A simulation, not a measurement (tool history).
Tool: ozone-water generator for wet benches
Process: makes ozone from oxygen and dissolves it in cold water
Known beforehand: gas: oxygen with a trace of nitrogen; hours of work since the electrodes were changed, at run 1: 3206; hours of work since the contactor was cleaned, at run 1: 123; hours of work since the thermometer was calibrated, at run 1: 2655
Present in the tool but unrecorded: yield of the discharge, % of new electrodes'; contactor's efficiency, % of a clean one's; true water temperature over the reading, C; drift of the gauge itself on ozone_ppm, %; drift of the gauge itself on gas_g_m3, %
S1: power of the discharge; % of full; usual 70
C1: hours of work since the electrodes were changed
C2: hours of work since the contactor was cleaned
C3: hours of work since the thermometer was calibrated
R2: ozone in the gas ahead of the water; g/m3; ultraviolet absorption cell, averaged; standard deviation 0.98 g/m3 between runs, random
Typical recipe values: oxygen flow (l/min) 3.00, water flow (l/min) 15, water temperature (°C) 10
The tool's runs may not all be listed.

{"run": 1, "day": 0.0, "S1": 70, "oxygen flow (l/min)": 3.0, "water flow (l/min)": 15, "water temperature (°C)": 10, "C1": 3206, "C2": 123, "C3": 2655, "dissolved ozone (ppm)": 17.0, "R2": 168.8}
{"run": 2, "day": 3.392, "S1": 70, "oxygen flow (l/min)": 3.0, "water flow (l/min)": 15, "water temperature (°C)": 10, "C1": 3284, "C2": 200, "C3": 2733, "dissolved ozone (ppm)": 16.8, "R2": 168.0}
{"run": 3, "day": 5.625, "S1": 70, "oxygen flow (l/min)": 3.0, "water flow (l/min)": 15, "water temperature (°C)": 10, "C1": 3335, "C2": 252, "C3": 2784, "dissolved ozone (ppm)": 17.1, "R2": 168.0}
{"run": 4, "day": 7.771, "S1": 70, "oxygen flow (l/min)": 3.0, "water flow (l/min)": 15, "water temperature (°C)": 10, "C1": 3384, "C2": 301, "C3": 2833, "dissolved ozone (ppm)": 17.0, "R2": 169.7}
{"run": 5, "day": 11.342, "S1": 70, "oxygen flow (l/min)": 3.0, "water flow (l/min)": 11, "water temperature (°C)": 10, "C1": 3466, "C2": 383, "C3": 2915, "dissolved ozone (ppm)": 22.1, "R2": 169.9}
{"run": 6, "day": 12.883, "S1": 70, "oxygen flow (l/min)": 3.0, "water flow (l/min)": 11, "water temperature (°C)": 10, "C1": 3502, "C2": 418, "C3": 2950, "dissolved ozone (ppm)": 22.2, "R2": 169.5}
{"run": 7, "day": 14.838, "S1": 70, "oxygen flow (l/min)": 3.0, "water flow (l/min)": 11, "water temperature (°C)": 10, "C1": 3546, "C2": 463, "C3": 2995, "dissolved ozone (ppm)": 22.0, "R2": 170.5}
{"run": 8, "day": 17.4, "S1": 70, "oxygen flow (l/min)": 3.0, "water flow (l/min)": 11, "water temperature (°C)": 10, "C1": 3605, "C2": 522, "C3": 3054, "dissolved ozone (ppm)": 22.2, "R2": 169.0}
{"run": 9, "day": 18.933, "S1": 70, "oxygen flow (l/min)": 3.0, "water flow (l/min)": 15, "water temperature (°C)": 6, "C1": 3640, "C2": 557, "C3": 3089, "dissolved ozone (ppm)": 17.3, "R2": 172.7}
{"run": 10, "day": 21.767, "S1": 70, "oxygen flow (l/min)": 3.0, "water flow (l/min)": 15, "water temperature (°C)": 6, "C1": 3705, "C2": 622, "C3": 3154, "dissolved ozone (ppm)": 17.4, "R2": 173.1}
{"run": 11, "day": 24.267, "S1": 70, "oxygen flow (l/min)": 3.0, "water flow (l/min)": 15, "water temperature (°C)": 10, "C1": 3763, "C2": 679, "C3": 3211, "dissolved ozone (ppm)": 16.9, "R2": 172.6}
{"run": 12, "day": 27.1, "S1": 70, "oxygen flow (l/min)": 3.0, "water flow (l/min)": 15, "water temperature (°C)": 12, "C1": 3828, "C2": 744, "C3": 3276, "dissolved ozone (ppm)": 16.5, "R2": 173.2}
{"run": 13, "day": 30.242, "S1": 70, "oxygen flow (l/min)": 3.0, "water flow (l/min)": 15, "water temperature (°C)": 10, "C1": 3900, "C2": 816, "C3": 3348, "dissolved ozone (ppm)": 16.7, "R2": 170.5}
{"run": 14, "day": 33.688, "S1": 70, "oxygen flow (l/min)": 3.0, "water flow (l/min)": 15, "water temperature (°C)": 10, "C1": 3979, "C2": 895, "C3": 3427, "dissolved ozone (ppm)": 17.0, "R2": 171.0}
{"run": 15, "day": 36.85, "S1": 70, "oxygen flow (l/min)": 3.0, "water flow (l/min)": 15, "water temperature (°C)": 10, "C1": 4051, "C2": 968, "C3": 3500, "dissolved ozone (ppm)": 16.9, "R2": 171.2}
{"run": 16, "day": 38.479, "S1": 70, "oxygen flow (l/min)": 3.0, "water flow (l/min)": 15, "water temperature (°C)": 10, "C1": 4089, "C2": 1005, "C3": 3537, "dissolved ozone (ppm)": 17.1, "R2": 172.3}
{"run": 17, "day": 40.612, "S1": 70, "oxygen flow (l/min)": 3.0, "water flow (l/min)": 15, "water temperature (°C)": 10, "C1": 4138, "C2": 1054, "C3": 3586, "dissolved ozone (ppm)": 16.8, "R2": 173.8}
{"run": 18, "day": 44.258, "S1": 97, "oxygen flow (l/min)": 1.62, "water flow (l/min)": 15, "water temperature (°C)": 10, "C1": 4221, "C2": 1138, "C3": 3670, "dissolved ozone (ppm)": 18.1, "R2": 294.3}
{"day": 46.196, "done": "gauge calibrated"}
{"run": 19, "day": 47.271, "S1": 65, "oxygen flow (l/min)": 2.42, "water flow (l/min)": 12, "water temperature (°C)": 10, "C1": 4290, "C2": 1207, "C3": 3739, "dissolved ozone (ppm)": 18.4, "R2": 173.2}
{"run": 20, "day": 50.338, "S1": 65, "oxygen flow (l/min)": 2.42, "water flow (l/min)": 12, "water temperature (°C)": 10, "C1": 4361, "C2": 1277, "C3": 3809, "dissolved ozone (ppm)": 18.5, "R2": 173.7}
{"run": 21, "day": 51.879, "S1": 65, "oxygen flow (l/min)": 2.42, "water flow (l/min)": 12, "water temperature (°C)": 10, "C1": 4396, "C2": 1312, "C3": 3845, "dissolved ozone (ppm)": 18.5, "R2": 174.9}
{"run": 22, "day": 54.2, "S1": 54, "oxygen flow (l/min)": 3.0, "water flow (l/min)": 15, "water temperature (°C)": 10, "C1": 4449, "C2": 1366, "C3": 3898, "dissolved ozone (ppm)": 13.7, "R2": 135.8}
{"run": 23, "day": 56.208, "S1": 54, "oxygen flow (l/min)": 3.0, "water flow (l/min)": 15, "water temperature (°C)": 10, "C1": 4495, "C2": 1412, "C3": 3944, "dissolved ozone (ppm)": 13.7, "R2": 136.1}
{"run": 24, "day": 57.833, "S1": 54, "oxygen flow (l/min)": 3.0, "water flow (l/min)": 10, "water temperature (°C)": 5, "C1": 4533, "C2": 1449, "C3": 3981, "dissolved ozone (ppm)": 20.4, "R2": 136.0}
{"run": 25, "day": 60.071, "S1": 70, "oxygen flow (l/min)": 3.0, "water flow (l/min)": 14, "water temperature (°C)": 15, "C1": 4584, "C2": 1500, "C3": 4033, "dissolved ozone (ppm)": 17.0, "R2": 169.9}
{"run": 26, "day": 61.85, "S1": 70, "oxygen flow (l/min)": 3.0, "water flow (l/min)": 14, "water temperature (°C)": 15, "C1": 4625, "C2": 1541, "C3": 4073, "dissolved ozone (ppm)": 16.9, "R2": 169.8}
{"run": 27, "day": 65.071, "S1": 81, "oxygen flow (l/min)": 3.0, "water flow (l/min)": 15, "water temperature (°C)": 14, "C1": 4699, "C2": 1615, "C3": 4147, "dissolved ozone (ppm)": 18.1, "R2": 192.0}
{"run": 28, "day": 66.942, "S1": 81, "oxygen flow (l/min)": 3.0, "water flow (l/min)": 17, "water temperature (°C)": 14, "C1": 4741, "C2": 1658, "C3": 4190, "dissolved ozone (ppm)": 16.3, "R2": 193.8}
{"day": 67.525, "done": "water thermometer calibrated"}
{"run": 29, "day": 69.5, "S1": 83, "oxygen flow (l/min)": 3.0, "water flow (l/min)": 17, "water temperature (°C)": 14, "C1": 4800, "C2": 1716, "C3": 45, "dissolved ozone (ppm)": 16.8, "R2": 195.6}
{"run": 30, "day": 71.133, "S1": 83, "oxygen flow (l/min)": 3.0, "water flow (l/min)": 17, "water temperature (°C)": 14, "C1": 4837, "C2": 1754, "C3": 83, "dissolved ozone (ppm)": 16.7, "R2": 197.9}
{"run": 31, "day": 73.358, "S1": 41, "oxygen flow (l/min)": 2.1, "water flow (l/min)": 15, "water temperature (°C)": 10, "C1": 4888, "C2": 1804, "C3": 134, "dissolved ozone (ppm)": 9.7, "R2": 127.2}
{"run": 32, "day": 75.575, "S1": 41, "oxygen flow (l/min)": 2.1, "water flow (l/min)": 15, "water temperature (°C)": 10, "C1": 4939, "C2": 1855, "C3": 185, "dissolved ozone (ppm)": 9.7, "R2": 125.6}
{"run": 33, "day": 78.908, "S1": 70, "oxygen flow (l/min)": 3.0, "water flow (l/min)": 19, "water temperature (°C)": 6, "C1": 5015, "C2": 1932, "C3": 261, "dissolved ozone (ppm)": 14.4, "R2": 170.5}
{"run": 34, "day": 82.471, "S1": 44, "oxygen flow (l/min)": 3.91, "water flow (l/min)": 19, "water temperature (°C)": 6, "C1": 5097, "C2": 2013, "C3": 343, "dissolved ozone (ppm)": 10.4, "R2": 103.4}

Predict each of these 3 candidate next runs independently; none follows another, all start after run 34:
{"run": "A", "day": 85.429, "S1": 52, "oxygen flow (l/min)": 3.0, "water flow (l/min)": 15, "water temperature (°C)": 10, "C1": 5165, "C2": 2081, "C3": 411, "dissolved ozone (ppm)": "?", "R2": "?"}
{"run": "B", "day": 85.429, "S1": 70, "oxygen flow (l/min)": 3.82, "water flow (l/min)": 15, "water temperature (°C)": 6, "C1": 5165, "C2": 2081, "C3": 411, "dissolved ozone (ppm)": "?", "R2": "?"}
{"run": "C", "day": 85.429, "S1": 86, "oxygen flow (l/min)": 3.91, "water flow (l/min)": 18, "water temperature (°C)": 11, "C1": 5165, "C2": 2081, "C3": 411, "dissolved ozone (ppm)": "?", "R2": "?"}

run=A dissolved_ozone_(ppm)=13.3 R2=132.6
run=B dissolved_ozone_(ppm)=18.8 R2=156.2
run=C dissolved_ozone_(ppm)=18.4 R2=184.4
Stripped of hidden state, with their random variation kept, the same runs would have yielded:
run=A dissolved_ozone_(ppm)=13.4 R2=129.6
run=B dissolved_ozone_(ppm)=18.8 R2=152.6
run=C dissolved_ozone_(ppm)=18.4 R2=180.3
